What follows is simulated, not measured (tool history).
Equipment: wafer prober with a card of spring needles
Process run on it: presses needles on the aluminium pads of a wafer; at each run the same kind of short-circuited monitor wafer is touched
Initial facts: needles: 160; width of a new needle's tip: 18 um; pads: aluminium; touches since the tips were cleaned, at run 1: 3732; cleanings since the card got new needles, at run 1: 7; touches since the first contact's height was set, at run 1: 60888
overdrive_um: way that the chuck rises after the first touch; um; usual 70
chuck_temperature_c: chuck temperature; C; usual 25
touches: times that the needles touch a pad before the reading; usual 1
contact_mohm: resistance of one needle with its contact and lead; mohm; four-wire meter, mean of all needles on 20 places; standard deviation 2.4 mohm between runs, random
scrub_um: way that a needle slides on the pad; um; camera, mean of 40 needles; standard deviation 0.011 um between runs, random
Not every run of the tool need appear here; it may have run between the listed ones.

run,hour,overdrive_um,chuck_temperature_c,touches,touches since the tips were cleaned,cleanings since the card got new needles,touches since the first contact's height was set,contact_mohm,scrub_um
1,0.0,70,25,1,3732,7,60888,304,10.18
# hour 5.9: tips cleaned on abrasive film
2,6.0,70,25,3,65,8,64736,272,10.17
3,16.4,70,25,3,6894,8,71565,285,10.17
# hour 17.6: tips cleaned on abrasive film
4,25.0,56,25,3,4845,9,77137,296,8.10
# hour 29.4: tips cleaned on abrasive film
5,34.1,56,25,3,3077,10,83074,291,8.09
# hour 38.7: height of the first contact set anew
# hour 41.7: tips cleaned on abrasive film
6,44.5,69,25,1,1848,11,3740,290,10.13
# hour 53.6: tips cleaned on abrasive film
7,55.0,70,120,1,904,12,10597,307,10.26
8,62.1,70,120,1,5523,12,15216,334,10.28
# hour 65.9: tips cleaned on abrasive film
9,68.5,70,39,1,1709,13,19368,298,10.22
10,75.7,70,25,1,6442,13,24101,320,10.25
# hour 77.9: tips cleaned on abrasive film
11,85.5,71,25,1,5013,14,30476,312,10.39
# hour 89.9: tips cleaned on abrasive film
12,91.2,71,55,1,873,15,34157,294,10.37
13,97.5,71,55,1,4993,15,38277,321,10.38
# hour 101.7: tips cleaned on abrasive film
14,102.6,70,51,1,597,16,41561,285,10.19
15,111.2,70,51,1,6240,16,47204,328,10.21
# hour 113.5: tips cleaned on abrasive film
16,120.7,70,51,1,4727,17,53401,321,10.19
# hour 125.3: tips cleaned on abrasive film
17,130.2,70,51,1,3230,18,59570,311,10.18
18,135.9,61,99,1,6974,18,63314,356,8.84
# hour 136.7: tips cleaned on abrasive film
19,143.3,72,87,2,4377,19,68116,308,10.45
# hour 148.3: tips cleaned on abrasive film
20,148.4,72,87,2,50,20,71370,282,10.44
21,157.5,51,87,2,6051,20,77371,345,7.37
# hour 160.0: tips cleaned on abrasive film
22,167.9,52,27,2,5216,21,84120,331,7.51
# hour 170.9: height of the first contact set anew
# hour 172.1: tips cleaned on abrasive film
23,178.2,70,25,2,3975,22,4705,290,10.27
# hour 183.9: tips cleaned on abrasive film
24,186.2,65,25,2,1524,23,9887,282,9.52
25,191.9,70,64,2,5293,23,13656,307,10.26
# hour 195.9: tips cleaned on abrasive film
26,200.1,70,64,2,2748,24,18963,301,10.24
# hour 207.5: tips cleaned on abrasive film
27,208.9,72,47,1,940,25,24677,291,10.53
28,215.6,63,48,1,5298,25,29035,337,9.20
# hour 219.3: tips cleaned on abrasive film
29,223.6,63,48,1,2808,26,34224,312,9.17
# hour 231.2: tips cleaned on abrasive film
30,232.1,57,29,1,591,27,39766,291,8.28

Run 31 is up next; what results do you expect?
31,239.7,76,58,1,5582,27,44757,?,?

For run 31 the tool returned contact_mohm 319 mohm, scrub_um 11.08 um.
With no hidden state in the tool, this same run would have given contact_mohm 276 mohm, scrub_um 11.16 um.
